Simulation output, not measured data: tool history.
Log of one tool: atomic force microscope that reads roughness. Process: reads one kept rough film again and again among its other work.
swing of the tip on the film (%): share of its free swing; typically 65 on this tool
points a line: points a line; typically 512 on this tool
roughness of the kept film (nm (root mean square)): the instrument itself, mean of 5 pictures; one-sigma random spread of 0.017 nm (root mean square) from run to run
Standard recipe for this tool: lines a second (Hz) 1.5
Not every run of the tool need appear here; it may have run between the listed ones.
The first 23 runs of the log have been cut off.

run    hour  lines a second (Hz)  swing of the tip on the film (%)  points a line  roughness of the kept film (nm (root mean square))
      876.2  -- new tip fitted
 24   876.2                  1.5                                82            512                                               3.999
 25   914.7                  1.5                                66            541                                               4.158
 26     949                 3.44                                65            394                                               4.022
 27  1001.8                 3.44                                65            394                                               4.024
 28  1027.3                 0.88                                57            485                                               4.257
     1030.3  -- new tip fitted
 29  1060.5                 1.08                                86            696                                               4.044
 30  1088.9                 1.08                                86            696                                               4.027
 31    1126                 3.22                                60            267                                               4.071
 32  1173.9                 3.22                                60            267                                                4.05
     1183.3  -- new tip fitted
 33  1205.2                 3.81                                60            267                                               4.007
 34  1252.7                 0.61                                67            454                                               4.282
 35  1277.2                 0.61                                67            454                                               4.263
 36    1307                 2.34                                65            512                                               4.113
     1339.5  -- new tip fitted
 37  1355.3                  1.5                                86            512                                               3.898
 38  1397.3                 0.94                                77            428                                               4.154
 39  1437.4                 0.94                                77            428                                                4.15
 40  1463.5                 2.23                                78            360                                               3.869
 41  1491.4                 2.23                                78            360                                               3.867
     1495.5  -- new tip fitted
 42  1527.1                 2.23                                78            360                                               3.885
 43    1570                 2.23                                78            267                                               3.853
 44  1625.3                 2.23                                78            267                                               3.843
       1652  -- new tip fitted
 45  1659.9                 3.41                                62            273                                               4.041
 46  1702.4                 1.25                                89            260                                               3.854

5 options for the next run, each taken on its own from the tool as it stands now. Forecast them:
  A  1736.1                 0.51                                89            260                                                   ?
  B  1736.1                 0.78                                71            568                                                   ?
  C  1736.1                 1.29                                72            314                                                   ?
  D  1736.1                 1.25                                89            526                                                   ?
  E  1736.1                 0.51                                89            917                                                   ?

run  roughness of the kept film (nm (root mean square))
  A                                               4.118
  B                                                4.21
  C                                               4.134
  D                                               3.921
  E                                               4.187
What these runs would have given with no unlogged condition in the tool:
run  roughness of the kept film (nm (root mean square))
  A                                               4.128
  B                                               4.221
  C                                               4.145
  D                                               3.931
  E                                               4.197

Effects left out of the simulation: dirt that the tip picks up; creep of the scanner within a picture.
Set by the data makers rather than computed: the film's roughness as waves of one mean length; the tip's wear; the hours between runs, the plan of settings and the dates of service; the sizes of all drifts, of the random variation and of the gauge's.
